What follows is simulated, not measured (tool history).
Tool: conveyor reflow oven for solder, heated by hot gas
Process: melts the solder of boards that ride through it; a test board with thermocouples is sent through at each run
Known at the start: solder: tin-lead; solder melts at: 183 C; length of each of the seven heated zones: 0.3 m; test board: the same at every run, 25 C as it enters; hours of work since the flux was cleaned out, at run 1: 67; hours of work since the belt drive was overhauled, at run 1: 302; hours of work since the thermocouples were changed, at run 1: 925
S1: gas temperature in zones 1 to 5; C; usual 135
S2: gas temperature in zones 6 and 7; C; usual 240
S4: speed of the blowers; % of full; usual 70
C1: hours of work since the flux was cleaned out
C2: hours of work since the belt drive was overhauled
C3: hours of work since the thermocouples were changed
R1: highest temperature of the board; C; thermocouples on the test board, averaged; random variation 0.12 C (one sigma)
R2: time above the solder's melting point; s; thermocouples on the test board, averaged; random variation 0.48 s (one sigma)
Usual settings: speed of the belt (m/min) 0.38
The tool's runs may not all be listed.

run 1 hour=0 | S1=135 S2=240 speed_of_the_belt_(m/min)=0.38 S4=70 | C1=67 C2=302 C3=925 | R1=225.5 R2=78.1
run 2 hour=25.7 | S1=135 S2=240 speed_of_the_belt_(m/min)=0.38 S4=70 | C1=78 C2=313 C3=936 | R1=225.5 R2=78.2
run 3 hour=65.1 | S1=135 S2=240 speed_of_the_belt_(m/min)=0.38 S4=70 | C1=95 C2=330 C3=953 | R1=225.4 R2=78.4
run 4 hour=119.4 | S1=135 S2=240 speed_of_the_belt_(m/min)=0.38 S4=70 | C1=119 C2=354 C3=977 | R1=225.3 R2=77.5
run 5 hour=172.6 | S1=135 S2=240 speed_of_the_belt_(m/min)=0.38 S4=70 | C1=142 C2=377 C3=1000 | R1=225.4 R2=77.9
run 6 hour=200.1 | S1=138 S2=253 speed_of_the_belt_(m/min)=0.413 S4=82 | C1=153 C2=389 C3=1011 | R1=236.4 R2=78.8
run 7 hour=243.2 | S1=135 S2=241 speed_of_the_belt_(m/min)=0.413 S4=70 | C1=172 C2=407 C3=1030 | R1=223.4 R2=69.4
run 8 hour=296 | S1=134 S2=240 speed_of_the_belt_(m/min)=0.38 S4=58 | C1=195 C2=430 C3=1053 | R1=222.7 R2=76.1
run 9 hour=347.3 | S1=134 S2=240 speed_of_the_belt_(m/min)=0.38 S4=58 | C1=217 C2=453 C3=1075 | R1=222.7 R2=75.2
-- hour=379.6 thermocouples of zones 6 and 7 changed
run 10 hour=399.3 | S1=125 S2=246 speed_of_the_belt_(m/min)=0.38 S4=70 | C1=239 C2=474 C3=9 | R1=228 R2=75.4

4 ways to go on from here, each from the tool as it stands after run 10. What would each give?
run A hour=453.6 | S1=135 S2=234 speed_of_the_belt_(m/min)=0.38 S4=70 | C1=262 C2=498 C3=32 | R1=? R2=?
run B hour=453.6 | S1=135 S2=240 speed_of_the_belt_(m/min)=0.386 S4=70 | C1=262 C2=498 C3=32 | R1=? R2=?
run C hour=453.6 | S1=125 S2=231 speed_of_the_belt_(m/min)=0.358 S4=70 | C1=262 C2=498 C3=32 | R1=? R2=?
run D hour=453.6 | S1=121 S2=240 speed_of_the_belt_(m/min)=0.326 S4=70 | C1=262 C2=498 C3=32 | R1=? R2=?

run=A R1=218.7 R2=71.9
run=B R1=223.5 R2=76
run=C R1=216.5 R2=70.9
run=D R1=226.8 R2=87.5
Without the tool's hidden state the same runs would have given:
run=A R1=219.4 R2=71.7
run=B R1=224.3 R2=75.6
run=C R1=217.2 R2=70.8
run=D R1=227.4 R2=86.9

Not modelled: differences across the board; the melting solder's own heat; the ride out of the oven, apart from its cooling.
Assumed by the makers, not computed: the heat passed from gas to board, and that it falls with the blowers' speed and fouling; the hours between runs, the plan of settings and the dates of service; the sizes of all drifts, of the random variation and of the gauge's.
